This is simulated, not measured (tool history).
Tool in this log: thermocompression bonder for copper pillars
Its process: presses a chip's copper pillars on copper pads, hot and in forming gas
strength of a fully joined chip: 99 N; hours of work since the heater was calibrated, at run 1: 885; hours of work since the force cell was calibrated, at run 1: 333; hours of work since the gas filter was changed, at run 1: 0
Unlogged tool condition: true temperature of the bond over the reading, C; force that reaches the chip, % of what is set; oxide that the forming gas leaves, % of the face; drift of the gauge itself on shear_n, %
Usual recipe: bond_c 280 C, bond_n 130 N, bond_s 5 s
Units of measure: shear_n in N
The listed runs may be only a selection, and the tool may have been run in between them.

run,hour,bond_c,bond_n,bond_s,hours of work since the heater was calibrated,hours of work since the force cell was calibrated,hours of work since the gas filter was changed,shear_n
1,0,280,130,5,885,333,0,64.2
2,39.4,280,130,5,906,355,22,63.5
3,82.4,280,130,5,930,378,45,63.3
4,110.1,280,130,5,945,393,60,63.5
5,138.6,280,130,5,960,409,76,63.4
6,169.8,277,130,5,977,426,93,60.8
7,190.3,277,130,5,989,437,104,60.5
8,233.9,277,130,5,1013,461,128,60.4
9,266.6,277,130,5,1030,479,146,59.7
10,303.3,253,183,5,1050,499,166,58
11,324,253,183,5,1062,510,177,56.2

For run 12, what comes out?
12,370,303,171,7,1087,535,202,?

shear_n: 80 N
With no hidden state in the tool, this same run would have given shear_n 84.3 N.

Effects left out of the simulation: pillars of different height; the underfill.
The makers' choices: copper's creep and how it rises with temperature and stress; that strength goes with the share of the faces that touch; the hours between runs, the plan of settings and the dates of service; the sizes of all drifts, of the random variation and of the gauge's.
